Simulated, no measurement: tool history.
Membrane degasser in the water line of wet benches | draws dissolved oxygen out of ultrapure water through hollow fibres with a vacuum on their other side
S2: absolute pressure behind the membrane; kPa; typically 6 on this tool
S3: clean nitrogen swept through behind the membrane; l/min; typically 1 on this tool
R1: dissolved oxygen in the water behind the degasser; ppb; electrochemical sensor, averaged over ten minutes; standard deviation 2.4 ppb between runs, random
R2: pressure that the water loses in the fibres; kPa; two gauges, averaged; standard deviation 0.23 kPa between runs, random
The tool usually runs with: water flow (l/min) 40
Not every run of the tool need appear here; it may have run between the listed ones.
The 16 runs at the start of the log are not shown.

-- day=31.117 vacuum gauge calibrated, once more
run 17 day=31.583 | water_flow_(l/min)=42 S2=4.86 S3=1 | R1=165.3 R2=61.33
run 18 day=33.592 | water_flow_(l/min)=25 S2=6 S3=2.07 | R1=83.7 R2=36.36
run 19 day=34.771 | water_flow_(l/min)=25 S2=6 S3=2.07 | R1=85.3 R2=36.72
run 20 day=37.079 | water_flow_(l/min)=39 S2=4.4 S3=1.81 | R1=78 R2=57.26
run 21 day=38.367 | water_flow_(l/min)=28 S2=3.71 S3=1 | R1=38.6 R2=40.57
run 22 day=41.108 | water_flow_(l/min)=43 S2=9.91 S3=1 | R1=558.3 R2=62.8
run 23 day=43.129 | water_flow_(l/min)=43 S2=9.91 S3=1 | R1=566.2 R2=62.87
run 24 day=44.942 | water_flow_(l/min)=42 S2=10.99 S3=0.69 | R1=802.4 R2=61.54
run 25 day=47.621 | water_flow_(l/min)=27 S2=4.51 S3=1.42 | R1=61.8 R2=39.71
run 26 day=49.258 | water_flow_(l/min)=47 S2=6.28 S3=1.12 | R1=285 R2=68.28
run 27 day=51.1 | water_flow_(l/min)=47 S2=6.28 S3=1.12 | R1=289.3 R2=68.31
run 28 day=52.625 | water_flow_(l/min)=40 S2=10.92 S3=0.48 | R1=976.2 R2=58.46
run 29 day=54.592 | water_flow_(l/min)=28 S2=12.63 S3=1.47 | R1=397.1 R2=41.09
run 30 day=56.633 | water_flow_(l/min)=32 S2=6.49 S3=1.75 | R1=147.5 R2=46.82

Predict the results of run 31:
run 31 day=58.321 | water_flow_(l/min)=32 S2=6.49 S3=1.75 | R1=? R2=?

Run 31 yielded R1 146.2 ppb, R2 47.28 kPa.
With the hidden condition absent and the run-to-run variation left alone, this run would have shown R1 142.8 ppb, R2 46.89 kPa.
